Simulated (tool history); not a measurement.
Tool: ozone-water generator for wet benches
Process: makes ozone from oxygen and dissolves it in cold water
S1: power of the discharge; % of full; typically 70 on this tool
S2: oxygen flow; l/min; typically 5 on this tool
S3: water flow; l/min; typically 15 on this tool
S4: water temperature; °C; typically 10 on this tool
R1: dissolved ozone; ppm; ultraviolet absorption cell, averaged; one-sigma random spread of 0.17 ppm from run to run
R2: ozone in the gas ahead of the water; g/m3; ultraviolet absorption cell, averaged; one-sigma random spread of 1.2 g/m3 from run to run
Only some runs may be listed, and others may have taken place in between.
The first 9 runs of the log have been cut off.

run 10 hour=1466.7 | S1=70 S2=5 S3=15 S4=10 | R1=22.2 R2=207.8
run 11 hour=1614 | S1=70 S2=5 S3=15 S4=10 | R1=21.9 R2=207.9
run 12 hour=1787.8 | S1=70 S2=5 S3=15 S4=10 | R1=21.9 R2=206.7
run 13 hour=1944.2 | S1=70 S2=5 S3=15 S4=10 | R1=22.3 R2=207.8
run 14 hour=2119.6 | S1=50 S2=5 S3=15 S4=10 | R1=17.3 R2=162
run 15 hour=2265.2 | S1=50 S2=5 S3=15 S4=10 | R1=17.1 R2=162.9
run 16 hour=2377.7 | S1=50 S2=5 S3=15 S4=10 | R1=17.5 R2=162.7
run 17 hour=2556 | S1=47 S2=3.1 S3=17 S4=11 | R1=14 R2=204.8
run 18 hour=2647.3 | S1=52 S2=2.61 S3=21 S4=10 | R1=11.6 R2=246
run 19 hour=2746.9 | S1=86 S2=4.31 S3=24 S4=6 | R1=16 R2=263.7
run 20 hour=2878.9 | S1=86 S2=4.31 S3=24 S4=6 | R1=16.1 R2=263.8
run 21 hour=3003.3 | S1=84 S2=6.57 S3=24 S4=6 | R1=16.2 R2=203
run 22 hour=3134.3 | S1=43 S2=8.86 S3=10 S4=13 | R1=18.4 R2=103.9
run 23 hour=3267.8 | S1=61 S2=8.86 S3=20 S4=13 | R1=13.7 R2=132.9
run 24 hour=3364.6 | S1=61 S2=8.86 S3=20 S4=13 | R1=13.9 R2=132.6
run 25 hour=3480.7 | S1=60 S2=8.86 S3=20 S4=13 | R1=13.6 R2=132.8
run 26 hour=3597.7 | S1=70 S2=5 S3=11 S4=7 | R1=30.9 R2=206.8
run 27 hour=3772.3 | S1=70 S2=5 S3=11 S4=7 | R1=31.2 R2=206
run 28 hour=3888.7 | S1=57 S2=5 S3=15 S4=16 | R1=17.4 R2=178.7
run 29 hour=4017.5 | S1=45 S2=6.65 S3=14 S4=15 | R1=15.2 R2=127
run 30 hour=4155.8 | S1=45 S2=6.65 S3=14 S4=15 | R1=15.2 R2=126.1
run 31 hour=4330 | S1=44 S2=5.94 S3=11 S4=14 | R1=19.2 R2=133.4
run 32 hour=4470.7 | S1=44 S2=7.32 S3=12 S4=12 | R1=17.6 R2=116.7

5 ways to go on from here, each from the tool as it stands after run 32. What would each give?
run A hour=4646 | S1=70 S2=8.75 S3=18 S4=11 | R1=? R2=?
run B hour=4646 | S1=59 S2=7.63 S3=15 S4=12 | R1=? R2=?
run C hour=4646 | S1=44 S2=4.34 S3=12 S4=12 | R1=? R2=?
run D hour=4646 | S1=87 S2=3.85 S3=15 S4=8 | R1=? R2=?
run E hour=4646 | S1=65 S2=3.86 S3=12 S4=12 | R1=? R2=?

run=A R1=17.3 R2=148
run=B R1=18 R2=141.1
run=C R1=19.1 R2=160
run=D R1=27 R2=283.7
run=E R1=25.8 R2=228.3
Stripped of hidden state, with their random variation kept, the same runs would have yielded:
run=A R1=17.3 R2=148.2
run=B R1=18 R2=141.3
run=C R1=19.1 R2=160.1
run=D R1=27 R2=284.1
run=E R1=25.8 R2=228.6
